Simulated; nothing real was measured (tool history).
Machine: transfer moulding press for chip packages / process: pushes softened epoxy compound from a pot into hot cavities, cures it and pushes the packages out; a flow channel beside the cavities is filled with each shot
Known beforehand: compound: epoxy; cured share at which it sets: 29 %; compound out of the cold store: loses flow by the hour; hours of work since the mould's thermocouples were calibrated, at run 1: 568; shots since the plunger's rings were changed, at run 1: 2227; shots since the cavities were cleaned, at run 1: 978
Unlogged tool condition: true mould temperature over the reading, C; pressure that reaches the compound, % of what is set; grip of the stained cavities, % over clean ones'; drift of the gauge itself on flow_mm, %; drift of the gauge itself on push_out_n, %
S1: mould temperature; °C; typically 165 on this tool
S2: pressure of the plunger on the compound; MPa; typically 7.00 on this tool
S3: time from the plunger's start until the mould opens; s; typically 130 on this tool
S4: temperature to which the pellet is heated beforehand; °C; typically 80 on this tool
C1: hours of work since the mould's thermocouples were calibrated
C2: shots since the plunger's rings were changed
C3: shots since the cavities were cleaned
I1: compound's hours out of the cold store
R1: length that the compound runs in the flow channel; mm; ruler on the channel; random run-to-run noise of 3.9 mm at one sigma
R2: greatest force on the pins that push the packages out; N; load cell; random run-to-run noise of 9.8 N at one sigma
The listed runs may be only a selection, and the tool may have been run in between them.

run	hour	S1	S2	S3	S4	C1	C2	C3	I1	R1	R2
1	0.0	165	7.00	130	80	568	2227	978	20.7	571	679
# hour 6.0: cavities cleaned with cleaning compound and waxed
2	41.9	165	7.57	130	80	588	2498	241	24.4	575	761
# hour 60.7: plunger's sealing rings changed
# hour 66.2: mould's thermocouples calibrated
3	89.4	165	7.00	130	80	11	179	529	42.0	501	755
4	155.5	165	7.00	130	80	44	623	973	34.2	534	754
# hour 164.1: cavities cleaned with cleaning compound and waxed
5	229.5	165	7.00	130	80	79	1109	439	34.6	530	622
6	273.6	165	7.00	130	80	101	1405	735	29.8	542	673
# hour 317.3: cavities cleaned with cleaning compound and waxed
7	320.1	165	7.00	130	80	123	1707	19	11.9	616	447
8	392.5	165	7.00	130	80	159	2192	504	21.1	574	612
# hour 441.0: cavities cleaned with cleaning compound and waxed, once more
9	441.0	165	7.00	127	80	182	2507	0	43.8	482	414
# hour 452.3: plunger's sealing rings changed
10	526.3	165	7.00	127	80	222	497	556	42.7	501	621
11	570.1	165	7.00	127	80	244	791	850	9.0	640	680
# hour 594.8: cavities cleaned with cleaning compound and waxed
12	647.2	165	7.00	127	80	281	1298	352	43.1	495	575
13	724.7	165	7.00	127	80	319	1817	871	40.1	501	681
# hour 745.6: cavities cleaned with cleaning compound and waxed
14	765.0	159	7.00	130	80	338	2077	129	25.2	572	661
15	820.3	159	7.00	130	80	365	2448	500	13.1	629	866
# hour 840.3: plunger's sealing rings changed
16	868.3	157	7.90	132	80	387	188	806	46.6	546	992
# hour 899.7: cavities cleaned with cleaning compound and waxed
17	909.2	157	7.90	153	72	407	452	64	8.4	721	605
18	955.1	157	7.90	153	72	429	759	371	20.3	662	691
19	999.1	157	7.90	153	72	451	1055	667	10.9	702	843
20	1045.3	164	7.90	121	72	474	1364	976	30.0	579	750
# hour 1050.9: cavities cleaned with cleaning compound and waxed
21	1091.0	164	7.90	121	72	495	1661	269	12.3	659	613
22	1157.3	167	8.17	121	71	528	2106	714	39.8	534	649
# hour 1203.4: cavities cleaned with cleaning compound and waxed
# hour 1231.8: plunger's sealing rings changed
23	1233.3	165	7.07	124	72	563	10	183	15.5	616	532
# hour 1310.2: mould's thermocouples calibrated
24	1319.2	165	5.84	124	80	4	573	746	22.5	527	716
# hour 1364.6: cavities cleaned with cleaning compound and waxed
25	1365.3	165	7.00	167	76	26	872	4	22.6	581	383
26	1423.5	165	7.90	130	80	55	1262	394	43.1	526	591
27	1497.6	165	7.90	130	80	91	1760	892	12.8	648	673

Branching from run 27: 3 alternative next runs. What would each branch give?
# hour 1518.7: cavities cleaned with cleaning compound and waxed
A	1581.7	163	7.90	134	80	132	2314	423	19.8	?	?
# hour 1518.7: cavities cleaned with cleaning compound and waxed
B	1581.7	169	7.90	130	82	132	2314	423	32.7	?	?
# hour 1518.7: cavities cleaned with cleaning compound and waxed
C	1581.7	165	5.65	165	80	132	2314	423	35.8	?	?

run	R1	R2
A	623	649
B	547	558
C	458	535
Without the tool's hidden state the same runs would have given:
run	R1	R2
A	646	461
B	567	399
C	475	381
